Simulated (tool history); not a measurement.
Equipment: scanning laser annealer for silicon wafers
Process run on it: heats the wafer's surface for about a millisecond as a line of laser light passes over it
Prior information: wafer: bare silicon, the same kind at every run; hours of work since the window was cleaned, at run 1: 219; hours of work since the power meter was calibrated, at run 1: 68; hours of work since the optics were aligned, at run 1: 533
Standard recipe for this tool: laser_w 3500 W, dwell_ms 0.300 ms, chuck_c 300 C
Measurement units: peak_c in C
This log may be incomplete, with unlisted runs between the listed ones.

run	day	laser_w	dwell_ms	chuck_c	hours of work since the window was cleaned	hours of work since the power meter was calibrated	hours of work since the optics were aligned	peak_c
1	0.000	3500	0.300	300	219	68	533	1020
2	0.442	3500	0.300	300	227	76	541	1018
3	0.667	3500	0.300	300	231	80	544	1019
4	1.021	3500	0.300	300	237	86	551	1017
5	1.271	3145	0.300	300	242	90	555	949
6	1.642	3145	0.300	300	248	97	561	948
7	2.079	3145	0.300	300	256	104	569	947
8	2.325	3500	0.300	300	260	109	573	1017
9	2.558	3500	0.363	300	264	113	578	1084
10	2.750	3500	0.246	300	268	116	581	953
11	3.088	3500	0.300	336	273	122	587	1054
12	3.500	3500	0.300	336	281	129	594	1053
13	3.788	3500	0.300	336	286	134	599	1051
14	4.096	3500	0.300	336	291	140	604	1050
15	4.342	3500	0.300	336	295	144	609	1049
16	4.721	3500	0.300	270	302	151	615	985
17	4.908	3500	0.300	270	305	154	619	984
# day 5.062: laser's power meter calibrated
18	5.421	3500	0.300	270	312	6	625	983
19	5.638	3500	0.300	270	316	10	629	981
20	5.925	3500	0.300	300	321	15	634	1009
# day 6.129: laser's power meter calibrated, once more
21	6.392	3575	0.300	300	327	5	640	1027
22	6.692	3813	0.300	265	332	10	645	1037
23	6.904	3644	0.300	300	336	14	649	1043
24	7.350	3644	0.300	300	344	21	657	1043
25	7.638	3301	0.300	300	349	26	662	974
26	8.054	3301	0.330	266	356	34	669	969
27	8.458	3184	0.356	336	363	41	676	1037
28	8.862	3294	0.375	272	370	48	683	1014
29	9.283	3294	0.375	319	377	55	691	1062
30	9.529	3294	0.375	319	382	59	695	1060
31	9.950	3637	0.375	319	389	67	702	1135
32	10.333	3637	0.375	319	396	74	709	1133
33	10.771	3329	0.300	291	403	81	717	965
34	10.992	3500	0.268	300	407	85	721	971
35	11.221	3500	0.300	278	411	89	725	986
36	11.421	3664	0.272	314	415	92	728	1022
37	11.683	3664	0.272	314	419	97	733	1020
# day 11.842: window over the wafer cleaned
38	11.992	3664	0.272	314	3	101	737	1052
39	12.317	3161	0.326	319	8	107	742	1010
40	12.546	3052	0.228	277	12	111	746	845

4 options for the next run, each taken on its own from the tool as it stands now. Forecast them:
A	12.846	3424	0.291	279	18	116	751	?
B	12.846	3500	0.300	299	18	116	751	?
C	12.846	3837	0.300	300	18	116	751	?
D	12.846	3500	0.300	261	18	116	751	?

run	peak_c
A	988
B	1034
C	1106
D	998
With the hidden condition removed and each run's random variation left untouched, the same runs would have given:
run	peak_c
A	994
B	1040
C	1113
D	1004
